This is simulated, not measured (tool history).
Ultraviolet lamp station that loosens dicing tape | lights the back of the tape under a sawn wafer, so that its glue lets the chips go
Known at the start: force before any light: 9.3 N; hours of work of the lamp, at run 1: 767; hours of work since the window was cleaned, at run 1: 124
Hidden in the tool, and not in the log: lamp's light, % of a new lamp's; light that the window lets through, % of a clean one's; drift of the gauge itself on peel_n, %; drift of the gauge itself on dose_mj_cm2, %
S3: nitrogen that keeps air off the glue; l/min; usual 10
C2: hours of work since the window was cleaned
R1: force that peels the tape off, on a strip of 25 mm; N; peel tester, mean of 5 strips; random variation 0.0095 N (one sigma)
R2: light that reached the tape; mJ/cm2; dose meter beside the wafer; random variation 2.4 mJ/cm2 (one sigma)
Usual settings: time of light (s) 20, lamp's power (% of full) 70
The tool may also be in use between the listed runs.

run 1 day=0 | time_of_light_(s)=20 lamp's_power_(%_of_full)=70 S3=10 | hours_of_work_of_the_lamp=767 C2=124 | R1=0.615 R2=211
run 2 day=1.975 | time_of_light_(s)=20 lamp's_power_(%_of_full)=70 S3=10 | hours_of_work_of_the_lamp=795 C2=152 | R1=0.656 R2=210
run 3 day=5.521 | time_of_light_(s)=20 lamp's_power_(%_of_full)=70 S3=10 | hours_of_work_of_the_lamp=844 C2=201 | R1=0.692 R2=200
run 4 day=7.175 | time_of_light_(s)=20 lamp's_power_(%_of_full)=70 S3=10 | hours_of_work_of_the_lamp=867 C2=224 | R1=0.667 R2=202
-- day=8.596 window cleaned of glue's vapour
run 5 day=9.388 | time_of_light_(s)=20 lamp's_power_(%_of_full)=70 S3=10 | hours_of_work_of_the_lamp=897 C2=11 | R1=0.619 R2=212
run 6 day=11.3 | time_of_light_(s)=20 lamp's_power_(%_of_full)=70 S3=10 | hours_of_work_of_the_lamp=923 C2=37 | R1=0.619 R2=206
run 7 day=12.975 | time_of_light_(s)=11 lamp's_power_(%_of_full)=81 S3=10 | hours_of_work_of_the_lamp=946 C2=61 | R1=1.547 R2=133
run 8 day=16.262 | time_of_light_(s)=15 lamp's_power_(%_of_full)=61 S3=4 | hours_of_work_of_the_lamp=992 C2=106 | R1=2.332 R2=127
run 9 day=18.008 | time_of_light_(s)=15 lamp's_power_(%_of_full)=61 S3=4 | hours_of_work_of_the_lamp=1016 C2=130 | R1=2.282 R2=129
run 10 day=20.812 | time_of_light_(s)=12 lamp's_power_(%_of_full)=81 S3=4 | hours_of_work_of_the_lamp=1055 C2=169 | R1=2.193 R2=136
run 11 day=23.608 | time_of_light_(s)=21 lamp's_power_(%_of_full)=62 S3=14 | hours_of_work_of_the_lamp=1094 C2=208 | R1=0.786 R2=175

Hidden state or all else? Some run-to-run changes of R1, split into what the settings, what came in and random variation would give without the hidden state, and what is left for the hidden state (with any gauge scatter that isn't in both results):
Run 10 -> 11: time of light (s) 12 -> 21, lamp's power (% of full) 81 -> 62, S3 4 -> 14. R1 -1.407 N: hidden state -0.369, all else -1.038.
